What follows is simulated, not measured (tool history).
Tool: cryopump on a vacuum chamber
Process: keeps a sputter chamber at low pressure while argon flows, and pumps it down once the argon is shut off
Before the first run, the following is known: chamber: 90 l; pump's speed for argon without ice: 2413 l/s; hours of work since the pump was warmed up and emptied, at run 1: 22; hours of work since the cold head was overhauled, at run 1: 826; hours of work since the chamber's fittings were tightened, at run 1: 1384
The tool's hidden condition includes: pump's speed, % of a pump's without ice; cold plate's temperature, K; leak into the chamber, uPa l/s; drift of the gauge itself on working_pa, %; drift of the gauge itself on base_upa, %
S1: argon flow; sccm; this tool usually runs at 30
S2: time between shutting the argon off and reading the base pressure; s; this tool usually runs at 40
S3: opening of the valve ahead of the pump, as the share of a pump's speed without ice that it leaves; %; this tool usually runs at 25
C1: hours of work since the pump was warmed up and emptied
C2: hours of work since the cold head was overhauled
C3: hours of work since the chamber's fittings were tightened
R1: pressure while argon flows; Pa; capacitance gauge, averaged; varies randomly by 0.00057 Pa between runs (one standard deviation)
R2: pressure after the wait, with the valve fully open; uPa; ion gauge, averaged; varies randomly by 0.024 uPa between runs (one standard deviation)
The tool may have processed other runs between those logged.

run   hour  S1   S2  S3   C1    C2    C3      R1    R2
  1    0.0  30   40  25   22   826  1384  0.0850  1.02
  2   18.4  30   40  24   36   841  1398  0.0880  1.15
  3   53.7  30   40  24   64   869  1426  0.0882  1.09
  4   85.6  30   40  24   90   894  1452  0.0892  1.10
  5  101.2  30   40  24  102   906  1464  0.0890  1.11
  6  116.7  30   40  27  114   918  1476  0.0786  1.10
  7  150.1  30   40  27  141   945  1503  0.0799  1.15
  8  171.9  30   40  25  158   962  1520  0.0856  1.16
  9  192.5  30   40  25  174   978  1536  0.0860  1.10
 10  228.0  17   40  48  202  1007  1564  0.0260  1.19
 11  253.8  18  191  48  223  1027  1585  0.0275  0.61
 12  272.6  12   28  19  238  1042  1600  0.0454  1.47
 13  295.0  30  227  36  255  1060  1617  0.0606  0.59
 14  328.4  27  152  31  282  1086  1644  0.0631  0.62
 15  361.9  48  278  28  308  1113  1670  0.1253  0.60
 16  398.5  18  245  32  337  1141  1699  0.0421  0.65

Forecast each of these 3 alternatives for the next run:
  A  426.8  48  42  33  360  1164  1722   ?   ?
  B  426.8  22  48  25  360  1164  1722   ?   ?
  C  426.8  30  97  33  360  1164  1722   ?   ?

run      R1    R2
  A  0.1075  1.18
  B  0.0644  1.07
  C  0.0670  0.81
Take away the tool's hidden state, keep each run's random variation, and the runs would have read:
run      R1    R2
  A  0.1014  0.80
  B  0.0616  0.69
  C  0.0631  0.43

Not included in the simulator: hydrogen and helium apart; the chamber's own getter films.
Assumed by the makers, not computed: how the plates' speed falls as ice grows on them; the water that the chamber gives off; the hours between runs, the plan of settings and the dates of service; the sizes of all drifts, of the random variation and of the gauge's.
